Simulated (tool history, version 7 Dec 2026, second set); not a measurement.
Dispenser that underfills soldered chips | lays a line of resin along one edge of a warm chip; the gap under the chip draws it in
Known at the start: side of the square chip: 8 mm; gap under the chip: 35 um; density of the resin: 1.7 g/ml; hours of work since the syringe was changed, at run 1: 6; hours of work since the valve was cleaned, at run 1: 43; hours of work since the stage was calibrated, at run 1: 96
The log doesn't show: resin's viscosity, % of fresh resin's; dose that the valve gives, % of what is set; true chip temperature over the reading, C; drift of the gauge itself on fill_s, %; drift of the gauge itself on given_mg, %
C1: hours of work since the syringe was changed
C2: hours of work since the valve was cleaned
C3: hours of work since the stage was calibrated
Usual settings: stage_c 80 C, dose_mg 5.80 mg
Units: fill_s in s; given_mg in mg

run 1 hour=0.0 | stage_c=80 dose_mg=5.80 | C1=6 C2=43 C3=96 | fill_s=241.8 given_mg=5.62
run 2 hour=3.8 | stage_c=80 dose_mg=5.80 | C1=9 C2=45 C3=99 | fill_s=288.0 given_mg=5.56
-- hour=6.3 new syringe of resin
run 3 hour=9.1 | stage_c=91 dose_mg=5.80 | C1=2 C2=49 C3=103 | fill_s=145.2 given_mg=5.61
run 4 hour=14.0 | stage_c=80 dose_mg=5.68 | C1=6 C2=53 C3=106 | fill_s=238.6 given_mg=5.52
run 5 hour=17.9 | stage_c=80 dose_mg=5.68 | C1=9 C2=56 C3=109 | fill_s=290.6 given_mg=5.37
-- hour=20.2 new syringe of resin
run 6 hour=25.6 | stage_c=72 dose_mg=5.80 | C1=4 C2=62 C3=115 | fill_s=275.2 given_mg=5.49
-- hour=29.0 dispensing valve cleaned and set on the balance
-- hour=35.3 new syringe of resin
run 7 hour=35.6 | stage_c=72 dose_mg=5.80 | C1=0 C2=5 C3=122 | fill_s=218.1 given_mg=5.78
run 8 hour=44.2 | stage_c=80 dose_mg=6.75 | C1=7 C2=12 C3=128 | fill_s=248.3 given_mg=6.74
-- hour=49.4 new syringe of resin
run 9 hour=51.2 | stage_c=80 dose_mg=6.75 | C1=1 C2=17 C3=134 | fill_s=181.6 given_mg=6.63
run 10 hour=55.8 | stage_c=80 dose_mg=6.75 | C1=5 C2=20 C3=137 | fill_s=225.5 given_mg=6.60
run 11 hour=62.2 | stage_c=80 dose_mg=6.09 | C1=10 C2=25 C3=142 | fill_s=300.2 given_mg=5.98
-- hour=63.7 new syringe of resin
run 12 hour=66.8 | stage_c=87 dose_mg=6.67 | C1=2 C2=28 C3=145 | fill_s=161.0 given_mg=6.48
run 13 hour=71.7 | stage_c=86 dose_mg=5.57 | C1=6 C2=32 C3=149 | fill_s=208.1 given_mg=5.37
run 14 hour=76.0 | stage_c=86 dose_mg=5.57 | C1=10 C2=36 C3=152 | fill_s=252.9 given_mg=5.37
-- hour=77.6 new syringe of resin
run 15 hour=83.4 | stage_c=86 dose_mg=5.57 | C1=4 C2=41 C3=158 | fill_s=188.1 given_mg=5.40
run 16 hour=89.9 | stage_c=76 dose_mg=6.61 | C1=9 C2=46 C3=163 | fill_s=321.2 given_mg=6.29
-- hour=91.7 new syringe of resin
run 17 hour=95.0 | stage_c=72 dose_mg=5.68 | C1=3 C2=50 C3=167 | fill_s=246.8 given_mg=5.35
run 18 hour=103.3 | stage_c=72 dose_mg=5.68 | C1=9 C2=56 C3=173 | fill_s=366.6 given_mg=5.31
-- hour=105.7 new syringe of resin
run 19 hour=111.8 | stage_c=88 dose_mg=5.13 | C1=5 C2=62 C3=179 | fill_s=182.6 given_mg=4.82

Forecast run 20:
-- hour=114.7 dispensing valve cleaned and set on the balance
run 20 hour=118.7 | stage_c=80 dose_mg=5.17 | C1=9 C2=3 C3=184 | fill_s=? given_mg=?

{"run 20": {"fill_s": 282.1, "given_mg": 5.09}}
Without the tool's hidden state the same run would have given fill_s 174.2 s, given_mg 5.13 mg.
